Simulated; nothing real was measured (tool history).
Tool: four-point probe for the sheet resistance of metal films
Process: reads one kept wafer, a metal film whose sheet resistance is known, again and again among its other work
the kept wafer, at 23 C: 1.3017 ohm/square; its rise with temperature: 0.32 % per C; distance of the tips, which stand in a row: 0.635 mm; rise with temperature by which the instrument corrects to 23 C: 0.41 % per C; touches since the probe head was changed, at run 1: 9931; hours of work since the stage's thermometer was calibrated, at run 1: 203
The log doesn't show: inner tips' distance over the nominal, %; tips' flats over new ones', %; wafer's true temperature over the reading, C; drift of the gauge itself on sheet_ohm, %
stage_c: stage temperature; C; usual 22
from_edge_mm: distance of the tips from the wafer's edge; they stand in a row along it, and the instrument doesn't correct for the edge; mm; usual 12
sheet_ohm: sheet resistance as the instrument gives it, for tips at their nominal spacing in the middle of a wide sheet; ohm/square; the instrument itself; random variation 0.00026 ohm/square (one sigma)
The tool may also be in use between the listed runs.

| run | hour | stage_c | from_edge_mm | touches since the probe head was changed | hours of work since the stage's thermometer was calibrated | sheet_ohm |
|---|---|---|---|---|---|---|
| 1 | 0.0 | 22 | 12 | 9931 | 203 | 1.316311 |
| 2 | 18.5 | 22 | 10 | 10737 | 217 | 1.316788 |
| 3 | 34.3 | 22 | 7 | 11424 | 228 | 1.320001 |
| 4 | 58.5 | 22 | 12 | 12474 | 245 | 1.315628 |
| 5 | 81.0 | 22 | 12 | 13452 | 262 | 1.315894 |
| 6 | 116.4 | 22 | 12 | 14992 | 287 | 1.315722 |
| 7 | 145.0 | 22 | 12 | 16234 | 308 | 1.316169 |
| 8 | 181.4 | 22 | 12 | 17820 | 334 | 1.315719 |
| 9 | 198.6 | 24 | 12 | 18569 | 346 | 1.313116 |
| 10 | 232.2 | 24 | 12 | 20029 | 371 | 1.313242 |
| 11 | 252.3 | 24 | 12 | 20903 | 385 | 1.313772 |
| 12 | 270.8 | 24 | 12 | 21706 | 398 | 1.313673 |
| 13 | 300.3 | 22 | 12 | 22988 | 420 | 1.315790 |
| 14 | 335.4 | 22 | 13 | 24517 | 445 | 1.314841 |
| 15 | 363.6 | 22 | 12 | 25742 | 465 | 1.315695 |
| 16 | 381.9 | 22 | 12 | 26537 | 478 | 1.315875 |
| 17 | 417.9 | 22 | 12 | 28102 | 504 | 1.316021 |
| 18 | 445.2 | 22 | 12 | 29289 | 524 | 1.315870 |
| 19 | 469.3 | 22 | 12 | 30340 | 541 | 1.315749 |
| 20 | 503.8 | 22 | 12 | 31839 | 566 | 1.315451 |
| 21 | 522.3 | 22 | 12 | 32643 | 579 | 1.315479 |
| 22 | 539.3 | 22 | 12 | 33381 | 592 | 1.315713 |
| 23 | 561.4 | 18 | 12 | 34343 | 607 | 1.320792 |
| 24 | 587.6 | 18 | 12 | 35481 | 626 | 1.320216 |
| 25 | 614.4 | 18 | 20 | 36650 | 646 | 1.318679 |
| 26 | 630.6 | 18 | 20 | 37351 | 657 | 1.319291 |
| 27 | 659.4 | 18 | 20 | 38603 | 678 | 1.318626 |
| 28 | 683.5 | 26 | 45 | 39653 | 695 | 1.308727 |
| 29 | 720.1 | 26 | 45 | 41243 | 722 | 1.309138 |
| 30 | 745.5 | 20 | 45 | 42351 | 740 | 1.315812 |
| 31 | 765.8 | 22 | 16 | 43231 | 755 | 1.315112 |
| 32 | 789.5 | 22 | 16 | 44262 | 772 | 1.314731 |
| 33 | 812.1 | 34 | 12 | 45246 | 788 | 1.301947 |
| 34 | 845.5 | 24 | 12 | 46699 | 812 | 1.313497 |
| 35 | 880.3 | 22 | 49 | 48211 | 837 | 1.313473 |
| 36 | 911.3 | 26 | 4 | 49561 | 859 | 1.326605 |
| 37 | 934.7 | 29 | 10 | 50577 | 876 | 1.308083 |
| 38 | 954.8 | 29 | 35 | 51450 | 891 | 1.305611 |
| 39 | 989.6 | 23 | 37 | 52963 | 916 | 1.312444 |
| 40 | 1005.6 | 23 | 23 | 53661 | 927 | 1.312698 |
| 41 | 1020.4 | 23 | 66 | 54301 | 938 | 1.312079 |
| 42 | 1054.9 | 23 | 58 | 55802 | 963 | 1.311602 |
| 43 | 1072.0 | 26 | 18 | 56549 | 975 | 1.309775 |
| 44 | 1095.7 | 34 | 11 | 57577 | 992 | 1.301981 |
| 45 | 1114.0 | 22 | 15 | 58374 | 1005 | 1.315328 |
| 46 | 1141.8 | 20 | 12 | 59584 | 1025 | 1.317822 |

Some steps in sheet_ohm between neighbouring runs. How much of each would the tool show without its hidden state too (settings, what came in, random variation), and how much is left for the hidden state, with any gauge scatter that isn't in both results?
Run 32 -> 33: stage_c 22 -> 34, from_edge_mm 16 -> 12. sheet_ohm -0.012784 ohm/square: hidden state -0.000142, all else -0.012642.
Run 35 -> 36: stage_c 22 -> 26, from_edge_mm 49 -> 4. sheet_ohm +0.013132 ohm/square: hidden state +0.000068, all else +0.013064.
Run 36 -> 37: stage_c 26 -> 29, from_edge_mm 4 -> 10. sheet_ohm -0.018522 ohm/square: hidden state -0.000159, all else -0.018363.
Run 44 -> 45: stage_c 34 -> 22, from_edge_mm 11 -> 15. sheet_ohm +0.013347 ohm/square: hidden state +0.000132, all else +0.013215.
